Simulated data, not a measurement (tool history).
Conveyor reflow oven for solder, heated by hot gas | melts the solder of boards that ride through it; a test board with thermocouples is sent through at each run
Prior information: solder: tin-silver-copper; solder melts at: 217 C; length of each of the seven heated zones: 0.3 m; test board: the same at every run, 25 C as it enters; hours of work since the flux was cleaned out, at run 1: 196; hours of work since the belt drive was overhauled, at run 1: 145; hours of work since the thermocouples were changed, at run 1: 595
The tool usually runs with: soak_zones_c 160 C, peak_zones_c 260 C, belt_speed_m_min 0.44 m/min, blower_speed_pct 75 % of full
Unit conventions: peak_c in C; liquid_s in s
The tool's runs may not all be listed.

| run | hour | soak_zones_c | peak_zones_c | belt_speed_m_min | blower_speed_pct | hours of work since the flux was cleaned out | hours of work since the belt drive was overhauled | hours of work since the thermocouples were changed | peak_c | liquid_s |
|---|---|---|---|---|---|---|---|---|---|---|
| 1 | 0 | 160 | 260 | 0.44 | 75 | 196 | 145 | 595 | 243.5 | 49 |
| 2 | 13.9 | 160 | 260 | 0.44 | 75 | 205 | 155 | 604 | 243.5 | 49 |
| 3 | 27.7 | 160 | 260 | 0.516 | 75 | 215 | 165 | 614 | 238.1 | 34.7 |
| 4 | 38 | 160 | 260 | 0.516 | 75 | 223 | 172 | 621 | 238.1 | 35.1 |
| 5 | 52.4 | 160 | 268 | 0.516 | 75 | 233 | 182 | 632 | 244.6 | 41.1 |
| 6 | 62.5 | 160 | 268 | 0.516 | 75 | 240 | 189 | 639 | 244.6 | 41.1 |
| 7 | 68.8 | 160 | 262 | 0.44 | 75 | 244 | 194 | 643 | 245.4 | 51.1 |
|  | 74.7 | flux residue cleaned out of gas plates and filters |
| 8 | 84.9 | 160 | 262 | 0.44 | 75 | 7 | 202 | 651 | 245.6 | 50.6 |
| 9 | 97.2 | 164 | 260 | 0.44 | 75 | 16 | 210 | 660 | 244.2 | 51.7 |
| 10 | 103.4 | 164 | 260 | 0.44 | 75 | 20 | 215 | 664 | 244.5 | 51.2 |
| 11 | 115.8 | 164 | 260 | 0.44 | 75 | 29 | 224 | 673 | 244.5 | 51.2 |
| 12 | 130.2 | 160 | 260 | 0.44 | 75 | 39 | 234 | 683 | 243.7 | 49.2 |
| 13 | 143.6 | 160 | 264 | 0.44 | 75 | 49 | 243 | 693 | 247.4 | 52.2 |
| 14 | 149.6 | 160 | 264 | 0.44 | 75 | 53 | 248 | 697 | 247.4 | 52 |
| 15 | 162 | 160 | 260 | 0.44 | 85 | 62 | 256 | 706 | 245.8 | 52.1 |
| 16 | 173.2 | 160 | 260 | 0.44 | 85 | 70 | 264 | 714 | 245.8 | 51.9 |
| 17 | 186.3 | 160 | 260 | 0.411 | 78 | 79 | 274 | 723 | 246.2 | 56.9 |
| 18 | 196 | 153 | 260 | 0.411 | 62 | 86 | 280 | 730 | 241.4 | 47.5 |
| 19 | 202 | 153 | 260 | 0.411 | 62 | 90 | 285 | 734 | 241.4 | 47.9 |
| 20 | 208.8 | 160 | 252 | 0.44 | 61 | 95 | 290 | 739 | 233.5 | 36 |
| 21 | 221.4 | 160 | 252 | 0.44 | 61 | 104 | 298 | 748 | 233.6 | 36 |
| 22 | 230.3 | 174 | 252 | 0.44 | 80 | 110 | 305 | 754 | 240.2 | 51.7 |
| 23 | 240.8 | 160 | 256 | 0.44 | 75 | 118 | 312 | 762 | 240.3 | 46.2 |
| 24 | 247.5 | 154 | 258 | 0.44 | 75 | 122 | 317 | 766 | 241 | 44.8 |
| 25 | 255.7 | 157 | 259 | 0.473 | 65 | 128 | 323 | 772 | 237.1 | 36.5 |
| 26 | 264.5 | 157 | 259 | 0.525 | 87 | 134 | 329 | 778 | 239 | 35.1 |
| 27 | 275.3 | 157 | 259 | 0.525 | 87 | 142 | 337 | 786 | 238.9 | 35.4 |
| 28 | 281.7 | 157 | 259 | 0.525 | 87 | 147 | 341 | 791 | 239.1 | 35 |
| 29 | 289.7 | 160 | 260 | 0.425 | 75 | 152 | 347 | 796 | 244.8 | 53 |
| 30 | 301.7 | 160 | 260 | 0.425 | 75 | 161 | 355 | 805 | 244.7 | 52.5 |
| 31 | 313.6 | 160 | 258 | 0.44 | 75 | 169 | 364 | 813 | 242.3 | 47.3 |
| 32 | 321.6 | 160 | 255 | 0.44 | 75 | 175 | 369 | 819 | 239.4 | 44.8 |

For each entry between runs, how does the tool's hidden state at the last listed run before it compare with that at the first listed run after it?
In the gap between runs 7 and 8: flux residue cleaned out of gas plates and filters (hour 74.7)
  heat that the gas passes to the board, % of a clean oven's: 99.8 -> 100
